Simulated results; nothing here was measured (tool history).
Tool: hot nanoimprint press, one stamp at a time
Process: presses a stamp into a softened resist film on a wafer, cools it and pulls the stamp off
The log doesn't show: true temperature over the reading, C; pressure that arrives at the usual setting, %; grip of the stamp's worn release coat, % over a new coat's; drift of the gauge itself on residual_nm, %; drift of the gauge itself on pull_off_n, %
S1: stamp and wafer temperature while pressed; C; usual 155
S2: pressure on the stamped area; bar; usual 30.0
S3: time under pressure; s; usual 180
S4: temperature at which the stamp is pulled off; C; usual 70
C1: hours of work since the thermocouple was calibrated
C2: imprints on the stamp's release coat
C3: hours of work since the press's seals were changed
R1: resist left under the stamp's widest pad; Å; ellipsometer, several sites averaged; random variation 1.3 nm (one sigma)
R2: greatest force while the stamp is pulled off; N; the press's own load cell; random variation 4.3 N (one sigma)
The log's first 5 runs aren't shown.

run,day,S1,S2,S3,S4,C1,C2,C3,R1,R2
6,5.854,146,30.0,180,70,172,1180,482,4265,262
7,6.954,155,47.6,180,70,189,1262,499,2088,277
8,8.446,155,47.6,180,70,213,1374,523,2084,285
9,9.450,155,47.6,180,70,229,1450,539,2069,288
10,10.783,155,47.6,180,70,251,1550,560,2047,292
11,11.754,155,30.0,180,70,266,1623,576,2706,286
12,13.000,155,30.0,180,70,286,1716,596,2687,304
13,14.204,155,30.0,180,70,305,1807,615,2711,298
14,15.467,165,30.0,180,70,325,1901,635,1673,304
15,17.179,165,30.0,180,70,353,2030,662,1647,320
16,17.954,165,30.0,180,70,365,2088,675,1649,330
17,18.896,165,27.1,180,77,380,2159,690,1762,287
# day 20.442: plate thermocouple calibrated
18,20.442,161,20.4,183,72,0,2266,713,2667,332
19,22.238,162,29.1,114,72,29,2401,741,2426,328
# day 22.842: stamp cleaned and given a new release coat
20,23.600,162,29.1,114,72,47,57,759,2432,208
21,25.408,162,29.1,114,72,75,193,788,2416,216
22,27.117,162,29.1,114,72,103,321,815,2374,226
23,28.617,146,31.4,219,77,127,434,839,4046,212
24,29.629,152,36.2,180,70,143,510,855,2935,238
25,30.958,154,34.8,180,70,164,610,877,2688,245
26,32.612,154,34.8,180,70,191,734,903,2683,240
27,33.546,154,23.6,180,59,205,804,918,3344,288
28,34.821,155,30.0,271,70,226,900,938,2405,243
29,36.583,155,30.0,121,61,254,1033,967,3145,297

Run 30 comes next. What will it give?
30,37.838,155,30.0,126,70,274,1127,987,?,?

Run 30 gave R1 3103 Å, R2 265 N.
Without the tool's hidden state the same run would have given R1 3195 Å, R2 207 N.
